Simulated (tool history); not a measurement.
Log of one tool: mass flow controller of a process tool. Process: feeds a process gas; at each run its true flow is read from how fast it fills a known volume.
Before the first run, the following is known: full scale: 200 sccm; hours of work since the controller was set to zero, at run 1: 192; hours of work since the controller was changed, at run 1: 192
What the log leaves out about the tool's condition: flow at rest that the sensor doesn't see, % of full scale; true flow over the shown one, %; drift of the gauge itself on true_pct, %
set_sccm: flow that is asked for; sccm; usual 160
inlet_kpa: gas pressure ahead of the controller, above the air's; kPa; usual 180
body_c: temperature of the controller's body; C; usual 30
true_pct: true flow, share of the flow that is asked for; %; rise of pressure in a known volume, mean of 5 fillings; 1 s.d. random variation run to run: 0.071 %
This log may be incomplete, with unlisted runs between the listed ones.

| run | hour | set_sccm | inlet_kpa | body_c | hours of work since the controller was set to zero | hours of work since the controller was changed | true_pct |
|---|---|---|---|---|---|---|---|
| 1 | 0 | 160 | 180 | 30 | 192 | 192 | 99.49 |
| 2 | 489.2 | 160 | 180 | 28 | 493 | 493 | 99.5 |
| 3 | 697.7 | 160 | 180 | 28 | 621 | 621 | 99.6 |
| 4 | 1054.8 | 160 | 178 | 30 | 841 | 841 | 99.39 |
| 5 | 1556.5 | 160 | 178 | 30 | 1150 | 1150 | 99.42 |
| 6 | 1902.9 | 160 | 180 | 30 | 1364 | 1364 | 99.42 |
| 7 | 2237.5 | 160 | 180 | 30 | 1570 | 1570 | 99.43 |
| 8 | 2717.8 | 160 | 180 | 30 | 1866 | 1866 | 99.34 |
| 9 | 3158.9 | 46 | 180 | 30 | 2137 | 2137 | 98.82 |
| 10 | 3502.9 | 142 | 180 | 30 | 2349 | 2349 | 99.41 |
| 11 | 3931.5 | 160 | 180 | 32 | 2613 | 2613 | 99.2 |
| 12 | 4170.7 | 59 | 180 | 30 | 2760 | 2760 | 98.8 |
| 13 | 4454.8 | 50 | 179 | 38 | 2935 | 2935 | 98.42 |
| 14 | 4865.3 | 151 | 223 | 22 | 3188 | 3188 | 99.87 |
| 15 | 5296.8 | 74 | 185 | 21 | 3454 | 3454 | 99.28 |
| 16 | 5602.6 | 28 | 225 | 38 | 3642 | 3642 | 98.34 |
| 17 | 5938.4 | 28 | 225 | 38 | 3849 | 3849 | 98.44 |
| 18 | 6257.2 | 26 | 180 | 30 | 4045 | 4045 | 98.55 |
| 19 | 6487.4 | 26 | 180 | 30 | 4187 | 4187 | 98.71 |
|  | 6729.5 | controller's zero set anew |
| 20 | 6754.8 | 55 | 180 | 27 | 16 | 4351 | 98.92 |
| 21 | 7053.6 | 41 | 208 | 27 | 200 | 4535 | 98.81 |
| 22 | 7514.9 | 81 | 208 | 27 | 484 | 4819 | 99.16 |

Predict each of these 4 candidate next runs independently; none follows another, all start after run 22:
| A | 7759.5 | 31 | 180 | 25 | 634 | 4970 | ? |
| B | 7759.5 | 131 | 180 | 22 | 634 | 4970 | ? |
| C | 7759.5 | 81 | 144 | 27 | 634 | 4970 | ? |
| D | 7759.5 | 126 | 180 | 30 | 634 | 4970 | ? |

| run | true_pct |
|---|---|
| A | 98.87 |
| B | 99.66 |
| C | 98.85 |
| D | 99.17 |
What these runs would have given with no unlogged condition in the tool:
| run | true_pct |
|---|---|
| A | 98.85 |
| B | 99.65 |
| C | 98.85 |
| D | 99.16 |
